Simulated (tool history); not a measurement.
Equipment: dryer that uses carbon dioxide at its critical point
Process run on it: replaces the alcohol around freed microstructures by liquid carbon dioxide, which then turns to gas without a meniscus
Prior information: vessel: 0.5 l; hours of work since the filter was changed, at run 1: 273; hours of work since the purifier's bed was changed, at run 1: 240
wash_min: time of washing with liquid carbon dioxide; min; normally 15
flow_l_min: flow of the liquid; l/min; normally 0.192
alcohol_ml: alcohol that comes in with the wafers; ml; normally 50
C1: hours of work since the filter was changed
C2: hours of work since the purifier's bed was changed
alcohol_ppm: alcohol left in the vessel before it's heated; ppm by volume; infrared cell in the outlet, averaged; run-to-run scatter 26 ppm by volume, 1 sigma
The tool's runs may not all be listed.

Run 1, hour 0.0: usual settings; C1 273; C2 240. Result: alcohol_ppm 2293 ppm by volume.
Run 2, hour 57.4: usual settings; C1 303; C2 270. Result: alcohol_ppm 2350 ppm by volume.
Run 3, hour 88.3: usual settings but flow_l_min 0.115 l/min; C1 319; C2 286. Result: alcohol_ppm 11665 ppm by volume.
Run 4, hour 125.4: usual settings but flow_l_min 0.153 l/min; C1 339; C2 306. Result: alcohol_ppm 5401 ppm by volume.
Run 5, hour 178.8: usual settings but flow_l_min 0.153 l/min; C1 367; C2 333. Result: alcohol_ppm 5510 ppm by volume.
Run 6, hour 219.8: usual settings; C1 388; C2 355. Result: alcohol_ppm 2575 ppm by volume.
Run 7, hour 278.4: usual settings; C1 419; C2 386. Result: alcohol_ppm 2724 ppm by volume.
Run 8, hour 303.1: usual settings; C1 432; C2 399. Result: alcohol_ppm 2720 ppm by volume.
Run 9, hour 339.9: usual settings; C1 451; C2 418. Result: alcohol_ppm 2830 ppm by volume.
Run 10, hour 364.2: usual settings; C1 464; C2 431. Result: alcohol_ppm 2771 ppm by volume.
At hour 409.5: inlet filter changed.
Run 11, hour 417.0: usual settings; C1 4; C2 458. Result: alcohol_ppm 1734 ppm by volume.
Run 12, hour 457.0: usual settings but alcohol_ml 55 ml; C1 25; C2 479. Result: alcohol_ppm 1960 ppm by volume.
Run 13, hour 494.5: usual settings but flow_l_min 0.299 l/min; C1 44; C2 498. Result: alcohol_ppm 208 ppm by volume.
Run 14, hour 527.2: usual settings but wash_min 11 min; C1 62; C2 515. Result: alcohol_ppm 5229 ppm by volume.
At hour 564.7: purifier's bed changed.
Run 15, hour 581.9: usual settings but wash_min 11 min; C1 89; C2 9. Result: alcohol_ppm 5388 ppm by volume.
Run 16, hour 630.5: usual settings; C1 114; C2 34. Result: alcohol_ppm 1977 ppm by volume.
Run 17, hour 684.7: usual settings but wash_min 10 min, flow_l_min 0.134 l/min, alcohol_ml 96 ml; C1 142; C2 63. Result: alcohol_ppm 32060 ppm by volume.
Run 18, hour 720.6: usual settings but wash_min 13 min, flow_l_min 0.317 l/min; C1 161; C2 82. Result: alcohol_ppm 336 ppm by volume.
Run 19, hour 752.9: usual settings but flow_l_min 0.186 l/min, alcohol_ml 77 ml; C1 178; C2 99. Result: alcohol_ppm 3614 ppm by volume.
Run 20, hour 800.9: usual settings but wash_min 14 min, alcohol_ml 42 ml; C1 203; C2 124. Result: alcohol_ppm 2299 ppm by volume.
Run 21, hour 842.7: usual settings but wash_min 14 min, alcohol_ml 42 ml; C1 225; C2 146. Result: alcohol_ppm 2380 ppm by volume.
Run 22, hour 868.3: usual settings but wash_min 10 min; C1 239; C2 159. Result: alcohol_ppm 7849 ppm by volume.
Run 23, hour 911.9: usual settings but wash_min 22 min, flow_l_min 0.190 l/min, alcohol_ml 32 ml; C1 261; C2 182. Result: alcohol_ppm 274 ppm by volume.
Run 24, hour 950.7: usual settings but wash_min 11 min, alcohol_ml 80 ml; C1 282; C2 202. Result: alcohol_ppm 9793 ppm by volume.
Run 25, hour 1006.2: usual settings but wash_min 9 min, flow_l_min 0.272 l/min, alcohol_ml 104 ml; C1 311; C2 231. Result: alcohol_ppm 8386 ppm by volume.
Run 26, hour 1036.5: usual settings but wash_min 23 min, flow_l_min 0.316 l/min, alcohol_ml 68 ml; C1 327; C2 247. Result: alcohol_ppm 32 ppm by volume.
Run 27, hour 1095.7: usual settings but wash_min 23 min, flow_l_min 0.316 l/min, alcohol_ml 68 ml; C1 358; C2 278. Result: alcohol_ppm 38 ppm by volume.
Run 28, hour 1143.4: usual settings but wash_min 23 min, flow_l_min 0.148 l/min, alcohol_ml 91 ml; C1 383; C2 303. Result: alcohol_ppm 2579 ppm by volume.
Run 29, hour 1192.8: usual settings but wash_min 14 min, flow_l_min 0.125 l/min, alcohol_ml 83 ml; C1 408; C2 329. Result: alcohol_ppm 19375 ppm by volume.
Run 30, hour 1231.2: usual settings but wash_min 11 min, flow_l_min 0.136 l/min, alcohol_ml 37 ml; C1 429; C2 349. Result: alcohol_ppm 11781 ppm by volume.
Run 31, hour 1288.9: usual settings but wash_min 10 min, flow_l_min 0.169 l/min, alcohol_ml 120 ml; C1 459; C2 379. Result: alcohol_ppm 29121 ppm by volume.
Run 32, hour 1327.0: usual settings but wash_min 11 min, flow_l_min 0.195 l/min, alcohol_ml 60 ml; C1 479; C2 399. Result: alcohol_ppm 8465 ppm by volume.

3 ways to go on from here, each from the tool as it stands after run 32. What would each give?
At hour 1341.6: inlet filter changed.
Run A, hour 1362.9: usual settings but wash_min 14 min, flow_l_min 0.218 l/min, alcohol_ml 34 ml; C1 11; C2 417. Result: alcohol_ppm ?.
At hour 1341.6: inlet filter changed.
Run B, hour 1362.9: usual settings but wash_min 16 min, flow_l_min 0.129 l/min, alcohol_ml 63 ml; C1 11; C2 417. Result: alcohol_ppm ?.
At hour 1341.6: inlet filter changed.
Run C, hour 1362.9: usual settings but wash_min 9 min; C1 11; C2 417. Result: alcohol_ppm ?.

run  alcohol_ppm
  A          949
  B         7368
  C         8815
What these runs would have given with no unlogged condition in the tool:
run  alcohol_ppm
  A          895
  B         7205
  C         8650
